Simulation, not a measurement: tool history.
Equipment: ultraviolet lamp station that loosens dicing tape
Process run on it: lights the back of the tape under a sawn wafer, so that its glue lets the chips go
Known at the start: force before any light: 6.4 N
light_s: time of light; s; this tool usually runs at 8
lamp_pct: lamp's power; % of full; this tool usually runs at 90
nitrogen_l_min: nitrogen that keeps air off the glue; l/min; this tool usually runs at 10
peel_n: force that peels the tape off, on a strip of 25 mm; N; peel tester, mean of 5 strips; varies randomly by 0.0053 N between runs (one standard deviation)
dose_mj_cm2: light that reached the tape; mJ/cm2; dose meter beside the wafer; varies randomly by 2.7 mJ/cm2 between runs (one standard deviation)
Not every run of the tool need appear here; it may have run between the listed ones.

run	day	light_s	lamp_pct	nitrogen_l_min	peel_n	dose_mj_cm2
1	0	8	90	10	0.087	353
2	1.062	10	90	10	0.065	443
3	2.796	10	90	10	0.071	445
4	4.175	10	90	10	0.076	440
5	5.821	8	90	10	0.082	351
6	6.908	8	90	7	0.119	355
7	7.925	8	90	7	0.102	356
8	9.412	8	90	7	0.115	361
9	10.362	8	90	7	0.111	347
10	11.712	8	90	7	0.105	355
11	12.808	8	90	7	0.101	349
12	14.367	8	90	7	0.107	355
13	15.092	8	90	7	0.119	356
14	16.254	7	90	10	0.121	309
15	17.904	8	90	10	0.091	353
16	19.192	8	90	10	0.089	350
17	20.45	7	90	10	0.119	307
18	21.492	8	76	10	0.116	304
19	22.754	8	86	10	0.098	336
20	23.708	8	86	10	0.105	338
21	24.812	8	86	10	0.116	336
22	25.8	8	86	10	0.096	338
23	26.967	5	90	5	0.479	227
24	27.992	10	67	6	0.145	327
25	28.875	8	90	3	0.198	356
26	30.617	5	83	4	0.672	202
27	32.183	8	95	3	0.185	371
# day 32.583: window cleaned of glue's vapour
28	33.65	8	61	15	0.185	243
29	34.683	6	66	10	0.393	194
30	36.133	4	68	12	0.808	133
31	37.85	10	63	8	0.138	310
32	38.575	8	90	16	0.083	351
33	39.992	5	90	10	0.292	219
34	40.783	6	80	3	0.546	241
35	41.804	6	75	5	0.47	225
36	43.192	8	60	10	0.232	234
37	44.3	8	60	10	0.248	239
38	45.562	8	60	10	0.251	237
39	46.662	8	85	6	0.142	333

Run 40 comes next. What will it give?
40	48.325	12	95	10	?	?

peel_n: 0.057 N
dose_mj_cm2: 555 mJ/cm2
If the tool had no hidden condition, the same run with the same run-to-run variation would have returned peel_n 0.057 N, dose_mj_cm2 557 mJ/cm2.
